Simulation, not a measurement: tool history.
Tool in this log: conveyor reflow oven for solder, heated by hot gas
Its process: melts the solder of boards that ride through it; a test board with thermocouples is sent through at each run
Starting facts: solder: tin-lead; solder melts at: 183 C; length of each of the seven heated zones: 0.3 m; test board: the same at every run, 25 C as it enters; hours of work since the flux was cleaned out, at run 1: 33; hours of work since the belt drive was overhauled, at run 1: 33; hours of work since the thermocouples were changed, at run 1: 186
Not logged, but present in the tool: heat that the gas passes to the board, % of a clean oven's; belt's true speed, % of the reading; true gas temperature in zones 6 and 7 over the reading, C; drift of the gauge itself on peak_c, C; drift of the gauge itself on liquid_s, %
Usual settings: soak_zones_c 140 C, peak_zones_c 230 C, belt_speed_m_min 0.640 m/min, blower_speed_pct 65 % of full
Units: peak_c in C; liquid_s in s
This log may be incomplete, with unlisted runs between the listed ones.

run,hour,soak_zones_c,peak_zones_c,belt_speed_m_min,blower_speed_pct,hours of work since the flux was cleaned out,hours of work since the belt drive was overhauled,hours of work since the thermocouples were changed,peak_c,liquid_s
1,0.0,140,230,0.640,65,33,33,186,214.2,40.6
2,34.0,140,230,0.640,65,59,59,211,213.6,40.8
3,69.1,140,233,0.640,65,85,85,237,216.6,42.2
4,118.8,140,233,0.640,65,122,122,274,216.4,41.8
5,141.4,140,230,0.640,84,139,139,291,218.0,43.3
6,191.1,140,230,0.640,84,176,176,329,217.7,43.0
7,220.7,140,230,0.592,65,198,198,351,216.2,45.8
8,248.8,140,230,0.592,65,219,219,372,216.4,45.9
9,279.7,140,236,0.640,65,242,242,395,218.8,43.1
10,312.8,140,236,0.640,65,267,267,420,218.7,43.5
11,340.0,140,234,0.640,65,288,288,440,217.2,42.5
12,382.6,140,230,0.640,65,319,319,472,213.6,40.2
13,433.3,140,230,0.640,65,357,357,510,213.7,40.4
14,461.5,140,230,0.524,65,378,378,531,219.2,54.9
15,501.5,140,230,0.524,65,408,408,561,219.6,55.0
# hour 517.4: flux residue cleaned out of gas plates and filters
16,543.9,140,230,0.524,65,20,436,589,221.0,55.9
17,568.3,140,245,0.553,70,38,455,607,234.3,58.9
18,603.0,140,245,0.553,70,64,480,633,234.6,59.4
19,629.1,131,239,0.630,70,84,500,652,223.3,44.9
20,672.9,146,230,0.640,60,116,533,685,214.9,43.2
21,699.0,146,230,0.640,60,136,552,705,215.2,43.2
22,728.6,141,238,0.583,59,158,574,727,223.9,51.3
23,777.9,135,227,0.667,67,195,611,764,210.9,35.8
# hour 789.1: thermocouples of zones 6 and 7 changed
24,801.0,143,230,0.639,65,211,627,9,214.4,41.9
25,850.0,136,230,0.640,57,247,664,46,210.3,36.7
26,884.8,136,230,0.640,57,273,690,72,210.4,36.8
27,932.2,132,230,0.640,65,309,725,107,211.6,37.1
28,961.1,132,230,0.640,65,330,747,129,211.3,37.9
29,989.9,132,230,0.640,65,352,768,150,211.6,37.2
30,1035.7,132,230,0.640,65,386,803,184,211.5,37.2

What if the next run were any one of these 4? Each begins from the tool's condition after run 30:
A,1075.5,132,230,0.678,57,416,832,214,?,?
B,1075.5,132,239,0.640,65,416,832,214,?,?
C,1075.5,140,240,0.745,65,416,832,214,?,?
D,1075.5,132,240,0.640,54,416,832,214,?,?

run,peak_c,liquid_s
A,206.8,30.0
B,219.2,42.5
C,215.6,35.6
D,216.6,39.9
Take away the tool's hidden state, keep each run's random variation, and the runs would have read:
run,peak_c,liquid_s
A,207.3,30.2
B,219.8,42.3
C,216.4,35.6
D,217.0,39.7

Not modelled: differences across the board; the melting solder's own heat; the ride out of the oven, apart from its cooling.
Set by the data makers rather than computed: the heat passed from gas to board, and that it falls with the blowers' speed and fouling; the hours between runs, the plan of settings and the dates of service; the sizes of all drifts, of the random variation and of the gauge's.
